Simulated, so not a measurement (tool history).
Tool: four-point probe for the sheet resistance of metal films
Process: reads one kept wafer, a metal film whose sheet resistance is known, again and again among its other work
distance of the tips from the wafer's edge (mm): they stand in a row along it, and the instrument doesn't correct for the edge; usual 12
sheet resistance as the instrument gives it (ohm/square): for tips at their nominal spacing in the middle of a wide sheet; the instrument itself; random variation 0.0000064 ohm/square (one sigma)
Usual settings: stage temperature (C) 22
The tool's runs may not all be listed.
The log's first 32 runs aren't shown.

run    hour  stage temperature (C)  distance of the tips from the wafer's edge (mm)  sheet resistance as the instrument gives it (ohm/square)
 33  2315.0                     20                                               12                                                  0.032070
 34  2397.3                     22                                                4                                                  0.033006
 35  2464.4                     28                                                4                                                  0.033066
 36  2516.9                     28                                               32                                                  0.032049
 37  2598.7                     26                                                5                                                  0.032687
 38  2652.7                     21                                               48                                                  0.031982
 39  2746.6                     21                                               48                                                  0.031964
 40  2845.1                     22                                                6                                                  0.032444

Run 41 comes next. What will it give?
 41  2906.0                     30                                               31                                                         ?

sheet resistance as the instrument gives it (ohm/square): 0.032090
Without the tool's hidden state the same run would have given sheet resistance as the instrument gives it (ohm/square) 0.031904.
